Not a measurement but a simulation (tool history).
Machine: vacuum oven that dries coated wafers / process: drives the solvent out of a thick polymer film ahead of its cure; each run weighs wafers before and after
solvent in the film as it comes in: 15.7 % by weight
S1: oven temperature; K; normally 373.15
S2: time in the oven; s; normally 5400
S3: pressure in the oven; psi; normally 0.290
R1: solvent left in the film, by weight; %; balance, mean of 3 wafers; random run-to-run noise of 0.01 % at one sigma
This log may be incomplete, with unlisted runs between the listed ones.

run	hour	S1	S2	S3	R1
1	0.0	373.15	5400	0.290	1.32
2	28.3	373.15	5400	0.290	1.34
3	49.5	360.15	5400	0.290	3.84
4	95.4	360.15	5400	0.290	3.80
5	143.2	377.15	5400	0.290	1.01
6	192.3	373.15	2880	0.290	2.71
7	229.3	384.15	5400	0.290	0.68
8	266.0	380.15	5400	0.290	0.84
9	311.8	380.15	5400	0.290	0.83
10	339.9	380.15	5400	0.290	0.83
# hour 344.7: oven's thermocouples calibrated
11	381.7	373.15	5400	0.290	1.20
12	415.7	373.15	2820	0.290	2.52
13	443.1	373.15	2820	0.290	2.50
14	472.3	367.15	5400	0.290	1.94
15	513.5	382.15	3480	0.396	1.13
16	563.7	371.15	5580	0.628	2.49
17	584.4	371.15	5580	0.628	2.50
18	624.3	371.15	5580	0.628	2.50
# hour 629.0: oven's thermocouples calibrated, once more
19	668.3	387.15	4140	0.161	0.43
20	695.4	368.15	4440	0.365	3.25
21	724.1	368.15	7800	0.374	2.05
22	770.4	368.15	7800	0.374	2.06
23	801.8	368.15	9360	0.374	1.88
24	841.3	381.15	2760	0.374	1.93
25	878.2	375.15	5400	0.334	1.47
26	926.1	375.15	5400	0.334	1.47
27	958.1	375.15	5400	0.962	3.58
28	982.7	375.15	5400	0.962	3.55

Forecast each of these 5 alternatives for the next run:
A	1011.1	387.15	6000	0.740	?
B	1011.1	370.15	4500	0.290	?
C	1011.1	373.15	8340	0.439	?
D	1011.1	375.15	4200	0.271	?
E	1011.1	378.15	6120	0.850	?

run	R1
A	1.69
B	2.45
C	1.74
D	1.67
E	2.71
With no hidden state in the tool, these same runs would have given:
run	R1
A	1.64
B	2.37
C	1.67
D	1.60
E	2.64
